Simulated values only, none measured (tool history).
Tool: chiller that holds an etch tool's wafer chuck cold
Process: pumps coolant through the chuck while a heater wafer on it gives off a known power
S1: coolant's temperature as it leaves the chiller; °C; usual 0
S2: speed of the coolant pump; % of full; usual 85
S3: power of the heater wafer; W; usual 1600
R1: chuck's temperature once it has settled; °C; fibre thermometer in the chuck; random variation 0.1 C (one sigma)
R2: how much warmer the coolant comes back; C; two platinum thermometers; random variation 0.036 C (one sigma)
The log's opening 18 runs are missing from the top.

{"run": 19, "hour": 1313.4, "S1": 0, "S2": 74, "S3": 1404, "R1": 22.7, "R2": 6.9}
{"run": 20, "hour": 1360.3, "S1": 0, "S2": 74, "S3": 1404, "R1": 22.7, "R2": 6.92}
{"run": 21, "hour": 1420.7, "S1": 5, "S2": 96, "S3": 1363, "R1": 23.8, "R2": 5.18}
{"hour": 1436.7, "done": "coolant pump overhauled, once more"}
{"run": 22, "hour": 1501.6, "S1": 5, "S2": 96, "S3": 1363, "R1": 23.6, "R2": 5.11}
{"run": 23, "hour": 1553.8, "S1": -5, "S2": 67, "S3": 1363, "R1": 18.6, "R2": 7.32}
{"run": 24, "hour": 1642.8, "S1": -5, "S2": 67, "S3": 1363, "R1": 18.5, "R2": 7.38}
{"run": 25, "hour": 1698.6, "S1": -5, "S2": 67, "S3": 1363, "R1": 18.5, "R2": 7.28}
{"run": 26, "hour": 1766.7, "S1": 9, "S2": 88, "S3": 916, "R1": 22.4, "R2": 3.68}
{"run": 27, "hour": 1814.4, "S1": 9, "S2": 88, "S3": 916, "R1": 22.5, "R2": 3.74}
{"run": 28, "hour": 1890.3, "S1": -7, "S2": 88, "S3": 916, "R1": 6.5, "R2": 3.75}
{"run": 29, "hour": 1966.8, "S1": 0, "S2": 78, "S3": 1600, "R1": 25.4, "R2": 7.4}
{"run": 30, "hour": 2047.5, "S1": -4, "S2": 96, "S3": 1795, "R1": 20.9, "R2": 6.73}
{"run": 31, "hour": 2099.8, "S1": 8, "S2": 73, "S3": 2050, "R1": 41.9, "R2": 10.12}
{"run": 32, "hour": 2181.0, "S1": 8, "S2": 73, "S3": 2050, "R1": 42.1, "R2": 10.09}

Below are 3 alternative next runs, each starting from the tool's condition after run 32. Predict each:
{"run": "A", "hour": 2233.6, "S1": 5, "S2": 71, "S3": 1877, "R1": "?", "R2": "?"}
{"run": "B", "hour": 2233.6, "S1": 8, "S2": 92, "S3": 2050, "R1": "?", "R2": "?"}
{"run": "C", "hour": 2233.6, "S1": 4, "S2": 61, "S3": 1315, "R1": "?", "R2": "?"}

run=A R1=36.7 R2=9.57
run=B R1=37.5 R2=8.06
run=C R1=28.7 R2=7.76
Take away the tool's hidden state, keep each run's random variation, and the runs would have read:
run=A R1=31.6 R2=9.46
run=B R1=32.6 R2=7.97
run=C R1=24.7 R2=7.67
